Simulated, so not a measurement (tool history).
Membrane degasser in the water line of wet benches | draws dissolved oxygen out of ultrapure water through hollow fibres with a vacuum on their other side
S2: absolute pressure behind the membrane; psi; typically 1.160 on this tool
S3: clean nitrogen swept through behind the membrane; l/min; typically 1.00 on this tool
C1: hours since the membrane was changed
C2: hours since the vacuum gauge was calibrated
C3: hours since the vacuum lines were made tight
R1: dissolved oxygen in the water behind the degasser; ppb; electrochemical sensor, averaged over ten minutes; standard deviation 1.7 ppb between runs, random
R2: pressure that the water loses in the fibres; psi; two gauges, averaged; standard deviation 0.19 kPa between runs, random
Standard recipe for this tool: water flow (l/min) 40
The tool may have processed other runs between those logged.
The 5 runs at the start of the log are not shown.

Run 6, hour 221.1: usual settings; C1 424; C2 2914; C3 6906. Result: R1 400.7 ppb, R2 5.493 psi.
Run 7, hour 290.2: usual settings; C1 493; C2 2983; C3 6975. Result: R1 408.2 ppb, R2 5.372 psi.
Run 8, hour 327.3: usual settings; C1 530; C2 3021; C3 7012. Result: R1 403.7 ppb, R2 5.419 psi.
Run 9, hour 394.9: usual settings but S2 1.838 psi; C1 598; C2 3088; C3 7080. Result: R1 736.3 ppb, R2 5.511 psi.
Run 10, hour 428.0: usual settings but S2 1.838 psi; C1 631; C2 3121; C3 7113. Result: R1 737.2 ppb, R2 5.481 psi.
At hour 431.5: vacuum gauge calibrated.
Run 11, hour 489.5: usual settings but water flow (l/min) 38; C1 692; C2 58; C3 7174. Result: R1 385.7 ppb, R2 5.144 psi.
Run 12, hour 529.2: usual settings but water flow (l/min) 38; C1 732; C2 98; C3 7214. Result: R1 387.6 ppb, R2 5.208 psi.
Run 13, hour 568.1: usual settings but water flow (l/min) 38, S2 1.694 psi; C1 770; C2 137; C3 7253. Result: R1 644.2 ppb, R2 5.233 psi.
Run 14, hour 604.1: usual settings but water flow (l/min) 38, S2 1.694 psi; C1 806; C2 173; C3 7289. Result: R1 638.7 ppb, R2 5.191 psi.
Run 15, hour 662.3: usual settings; C1 865; C2 231; C3 7347. Result: R1 405.5 ppb, R2 5.435 psi.
Run 16, hour 714.5: usual settings; C1 917; C2 283; C3 7399. Result: R1 408.1 ppb, R2 5.446 psi.
Run 17, hour 751.4: usual settings; C1 954; C2 320; C3 7436. Result: R1 407.4 ppb, R2 5.480 psi.
Run 18, hour 784.1: usual settings but water flow (l/min) 57, S2 1.247 psi, S3 1.47 l/min; C1 986; C2 353; C3 7469. Result: R1 470.1 ppb, R2 7.787 psi.
Run 19, hour 813.9: usual settings but water flow (l/min) 57, S2 1.247 psi, S3 1.47 l/min; C1 1016; C2 382; C3 7499. Result: R1 472.3 ppb, R2 7.806 psi.
At hour 833.9: vacuum gauge calibrated, once more.
Run 20, hour 852.8: usual settings but S2 0.834 psi, S3 0.74 l/min; C1 1055; C2 19; C3 7537. Result: R1 285.4 ppb, R2 5.475 psi.
Run 21, hour 883.7: usual settings but S2 0.834 psi, S3 0.74 l/min; C1 1086; C2 50; C3 7568. Result: R1 284.0 ppb, R2 5.453 psi.

Expected results for the next run?
Run 22, hour 953.1: usual settings but S2 0.834 psi, S3 0.74 l/min; C1 1155; C2 119; C3 7637. Result: R1 ?, R2 ?.

{"run 22": {"R1": 288.2, "R2": 5.4}}
With no hidden state in the tool, this same run would have given R1 282.5 ppb, R2 5.374 psi.
